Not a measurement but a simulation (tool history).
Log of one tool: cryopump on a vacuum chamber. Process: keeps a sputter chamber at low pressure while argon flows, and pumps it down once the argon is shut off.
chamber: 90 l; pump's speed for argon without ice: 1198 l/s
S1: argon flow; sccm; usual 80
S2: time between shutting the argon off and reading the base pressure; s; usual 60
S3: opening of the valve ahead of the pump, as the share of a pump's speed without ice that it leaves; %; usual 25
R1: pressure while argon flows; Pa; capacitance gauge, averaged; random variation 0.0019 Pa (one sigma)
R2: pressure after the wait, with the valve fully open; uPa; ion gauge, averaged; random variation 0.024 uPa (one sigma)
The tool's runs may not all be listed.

Run 1, day 0: usual settings. Result: R1 0.4578 Pa, R2 1.47 uPa.
Run 2, day 0.612: usual settings but S1 115 sccm. Result: R1 0.6604 Pa, R2 1.53 uPa.
Run 3, day 1.283: usual settings but S1 115 sccm. Result: R1 0.6615 Pa, R2 1.56 uPa.
Run 4, day 2: usual settings but S1 82 sccm. Result: R1 0.4724 Pa, R2 1.54 uPa.
Run 5, day 2.429: usual settings but S1 82 sccm, S3 41 %. Result: R1 0.2925 Pa, R2 1.51 uPa.
Run 6, day 2.917: usual settings. Result: R1 0.4606 Pa, R2 1.54 uPa.
Run 7, day 3.429: usual settings. Result: R1 0.4627 Pa, R2 1.58 uPa.
Run 8, day 4.367: usual settings. Result: R1 0.4624 Pa, R2 1.56 uPa.
Run 9, day 5.362: usual settings. Result: R1 0.4661 Pa, R2 1.55 uPa.
Run 10, day 5.979: usual settings but S1 84 sccm. Result: R1 0.4871 Pa, R2 1.61 uPa.
Run 11, day 6.808: usual settings but S1 84 sccm. Result: R1 0.4893 Pa, R2 1.61 uPa.
Run 12, day 7.808: usual settings but S1 84 sccm. Result: R1 0.4888 Pa, R2 1.62 uPa.
Run 13, day 8.429: usual settings but S1 131 sccm. Result: R1 0.7628 Pa, R2 1.64 uPa.
Run 14, day 9.217: usual settings but S1 96 sccm, S3 16 %. Result: R1 0.8665 Pa, R2 1.63 uPa.
Run 15, day 9.75: usual settings but S1 78 sccm, S3 16 %. Result: R1 0.7003 Pa, R2 1.7 uPa.
Run 16, day 10.175: usual settings but S1 78 sccm, S3 16 %. Result: R1 0.7076 Pa, R2 1.67 uPa.
Run 17, day 10.846: usual settings but S1 78 sccm, S3 16 %. Result: R1 0.7061 Pa, R2 1.68 uPa.
Run 18, day 11.367: usual settings but S1 47 sccm. Result: R1 0.2757 Pa, R2 1.64 uPa.
Run 19, day 12.254: usual settings but S1 35 sccm, S3 43 %. Result: R1 0.1226 Pa, R2 1.67 uPa.
Run 20, day 12.796: usual settings but S1 34 sccm. Result: R1 0.2005 Pa, R2 1.65 uPa.
Run 21, day 13.408: usual settings but S1 114 sccm, S3 28 %. Result: R1 0.6006 Pa, R2 1.71 uPa.

Forecast each of these 4 alternatives for the next run:
Run A, day 14.217: usual settings but S1 114 sccm, S2 47 s, S3 28 %. Result: R1 ?, R2 ?.
Run B, day 14.217: usual settings but S1 48 sccm, S3 28 %. Result: R1 ?, R2 ?.
Run C, day 14.217: usual settings but S2 101 s, S3 37 %. Result: R1 ?, R2 ?.
Run D, day 14.217: usual settings but S1 90 sccm, S2 37 s. Result: R1 ?, R2 ?.

run      R1    R2
  A  0.6047  1.91
  B   0.256  1.69
  C  0.3239   1.4
  D  0.5274  2.12
Without the tool's hidden state the same runs would have given:
run      R1    R2
  A  0.5764  1.06
  B  0.2441  0.85
  C  0.3041  0.58
  D  0.5053  1.27

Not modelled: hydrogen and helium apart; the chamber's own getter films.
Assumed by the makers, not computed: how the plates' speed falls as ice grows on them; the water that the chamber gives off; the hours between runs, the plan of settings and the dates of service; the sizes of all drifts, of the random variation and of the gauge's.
